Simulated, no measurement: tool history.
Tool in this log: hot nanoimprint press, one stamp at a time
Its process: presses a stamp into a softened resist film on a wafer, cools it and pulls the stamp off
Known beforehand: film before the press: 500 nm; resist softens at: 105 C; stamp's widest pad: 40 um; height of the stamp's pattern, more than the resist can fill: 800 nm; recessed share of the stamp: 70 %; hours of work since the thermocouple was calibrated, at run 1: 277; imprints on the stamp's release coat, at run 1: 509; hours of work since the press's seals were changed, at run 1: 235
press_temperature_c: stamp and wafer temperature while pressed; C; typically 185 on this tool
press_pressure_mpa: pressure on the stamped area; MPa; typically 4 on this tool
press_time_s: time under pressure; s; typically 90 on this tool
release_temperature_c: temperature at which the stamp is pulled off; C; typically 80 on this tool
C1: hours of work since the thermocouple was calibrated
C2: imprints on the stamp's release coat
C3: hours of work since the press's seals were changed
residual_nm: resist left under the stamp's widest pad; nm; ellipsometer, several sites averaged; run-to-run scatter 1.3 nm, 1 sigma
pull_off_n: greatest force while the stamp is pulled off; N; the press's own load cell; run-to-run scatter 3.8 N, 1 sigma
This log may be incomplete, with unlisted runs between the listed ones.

run 1 hour=0 | press_temperature_c=185 press_pressure_mpa=4 press_time_s=90 release_temperature_c=80 | C1=277 C2=509 C3=235 | residual_nm=211.8 pull_off_n=215
-- hour=13.1 stamp cleaned and given a new release coat
run 2 hour=24.2 | press_temperature_c=185 press_pressure_mpa=4 press_time_s=90 release_temperature_c=80 | C1=289 C2=46 C3=248 | residual_nm=211.1 pull_off_n=178
run 3 hour=44.4 | press_temperature_c=185 press_pressure_mpa=4 press_time_s=90 release_temperature_c=80 | C1=304 C2=129 C3=262 | residual_nm=210.9 pull_off_n=189
run 4 hour=56.4 | press_temperature_c=185 press_pressure_mpa=4 press_time_s=90 release_temperature_c=80 | C1=312 C2=178 C3=271 | residual_nm=211.6 pull_off_n=191
run 5 hour=77.7 | press_temperature_c=185 press_pressure_mpa=4 press_time_s=90 release_temperature_c=80 | C1=327 C2=265 C3=286 | residual_nm=211.7 pull_off_n=195
run 6 hour=92.3 | press_temperature_c=185 press_pressure_mpa=4 press_time_s=90 release_temperature_c=80 | C1=337 C2=325 C3=296 | residual_nm=211.7 pull_off_n=204
run 7 hour=104.2 | press_temperature_c=185 press_pressure_mpa=4 press_time_s=90 release_temperature_c=80 | C1=346 C2=374 C3=305 | residual_nm=210.1 pull_off_n=206
run 8 hour=123.9 | press_temperature_c=185 press_pressure_mpa=4 press_time_s=90 release_temperature_c=80 | C1=360 C2=456 C3=319 | residual_nm=209.7 pull_off_n=219
-- hour=149.2 stamp cleaned and given a new release coat
run 9 hour=149.4 | press_temperature_c=185 press_pressure_mpa=4 press_time_s=90 release_temperature_c=80 | C1=374 C2=1 C3=332 | residual_nm=211.7 pull_off_n=181
run 10 hour=159.3 | press_temperature_c=185 press_pressure_mpa=4.27 press_time_s=90 release_temperature_c=80 | C1=381 C2=41 C3=339 | residual_nm=206.9 pull_off_n=185
run 11 hour=172.8 | press_temperature_c=185 press_pressure_mpa=4 press_time_s=90 release_temperature_c=75 | C1=390 C2=97 C3=349 | residual_nm=210.6 pull_off_n=203
run 12 hour=191.8 | press_temperature_c=185 press_pressure_mpa=4 press_time_s=90 release_temperature_c=75 | C1=404 C2=175 C3=362 | residual_nm=210.1 pull_off_n=213
run 13 hour=207 | press_temperature_c=185 press_pressure_mpa=4 press_time_s=90 release_temperature_c=75 | C1=414 C2=237 C3=373 | residual_nm=211.4 pull_off_n=205
run 14 hour=218.3 | press_temperature_c=185 press_pressure_mpa=4 press_time_s=90 release_temperature_c=75 | C1=422 C2=283 C3=381 | residual_nm=210.3 pull_off_n=217
run 15 hour=239.2 | press_temperature_c=193 press_pressure_mpa=5.39 press_time_s=90 release_temperature_c=75 | C1=437 C2=369 C3=396 | residual_nm=144.7 pull_off_n=218
run 16 hour=248.8 | press_temperature_c=193 press_pressure_mpa=3.4 press_time_s=90 release_temperature_c=75 | C1=444 C2=409 C3=403 | residual_nm=188.1 pull_off_n=229
run 17 hour=258.6 | press_temperature_c=173 press_pressure_mpa=3.4 press_time_s=90 release_temperature_c=70 | C1=451 C2=449 C3=410 | residual_nm=313 pull_off_n=247
-- hour=273 plate thermocouple calibrated
run 18 hour=276.7 | press_temperature_c=187 press_pressure_mpa=3.4 press_time_s=161 release_temperature_c=70 | C1=3 C2=511 C3=420 | residual_nm=185 pull_off_n=247
-- hour=289.6 stamp cleaned and given a new release coat
run 19 hour=302.6 | press_temperature_c=174 press_pressure_mpa=4.26 press_time_s=161 release_temperature_c=70 | C1=17 C2=53 C3=434 | residual_nm=240.4 pull_off_n=223
run 20 hour=319.3 | press_temperature_c=192 press_pressure_mpa=3.05 press_time_s=167 release_temperature_c=80 | C1=28 C2=121 C3=446 | residual_nm=166.5 pull_off_n=188
run 21 hour=335 | press_temperature_c=175 press_pressure_mpa=3.99 press_time_s=88 release_temperature_c=77 | C1=40 C2=186 C3=457 | residual_nm=289.5 pull_off_n=212
run 22 hour=352.6 | press_temperature_c=175 press_pressure_mpa=3.99 press_time_s=88 release_temperature_c=77 | C1=52 C2=259 C3=470 | residual_nm=294.7 pull_off_n=208
run 23 hour=372.3 | press_temperature_c=178 press_pressure_mpa=2.56 press_time_s=90 release_temperature_c=80 | C1=66 C2=339 C3=484 | residual_nm=322.4 pull_off_n=212
run 24 hour=394.1 | press_temperature_c=183 press_pressure_mpa=2.56 press_time_s=47 release_temperature_c=74 | C1=81 C2=429 C3=499 | residual_nm=343.9 pull_off_n=227
run 25 hour=411.8 | press_temperature_c=183 press_pressure_mpa=2.68 press_time_s=47 release_temperature_c=79 | C1=94 C2=502 C3=511 | residual_nm=337 pull_off_n=225
-- hour=426.8 stamp cleaned and given a new release coat
run 26 hour=429.8 | press_temperature_c=182 press_pressure_mpa=4.91 press_time_s=113 release_temperature_c=72 | C1=102 C2=13 C3=520 | residual_nm=199 pull_off_n=205

Predict each of these 4 candidate next runs independently; none follows another, all start after run 26:
run A hour=439.2 | press_temperature_c=176 press_pressure_mpa=3.82 press_time_s=62 release_temperature_c=72 | C1=109 C2=52 C3=527 | residual_nm=? pull_off_n=?
run B hour=439.2 | press_temperature_c=182 press_pressure_mpa=4.91 press_time_s=78 release_temperature_c=72 | C1=109 C2=52 C3=527 | residual_nm=? pull_off_n=?
run C hour=439.2 | press_temperature_c=185 press_pressure_mpa=4.77 press_time_s=60 release_temperature_c=76 | C1=109 C2=52 C3=527 | residual_nm=? pull_off_n=?
run D hour=439.2 | press_temperature_c=182 press_pressure_mpa=4.71 press_time_s=113 release_temperature_c=72 | C1=109 C2=52 C3=527 | residual_nm=? pull_off_n=?

run=A residual_nm=316.1 pull_off_n=215
run=B residual_nm=224.1 pull_off_n=203
run=C residual_nm=232.7 pull_off_n=197
run=D residual_nm=202.8 pull_off_n=206
Without the tool's unlogged condition, the same runs would have read:
run=A residual_nm=312.5 pull_off_n=212
run=B residual_nm=219.5 pull_off_n=199
run=C residual_nm=228.1 pull_off_n=194
run=D residual_nm=198.7 pull_off_n=202

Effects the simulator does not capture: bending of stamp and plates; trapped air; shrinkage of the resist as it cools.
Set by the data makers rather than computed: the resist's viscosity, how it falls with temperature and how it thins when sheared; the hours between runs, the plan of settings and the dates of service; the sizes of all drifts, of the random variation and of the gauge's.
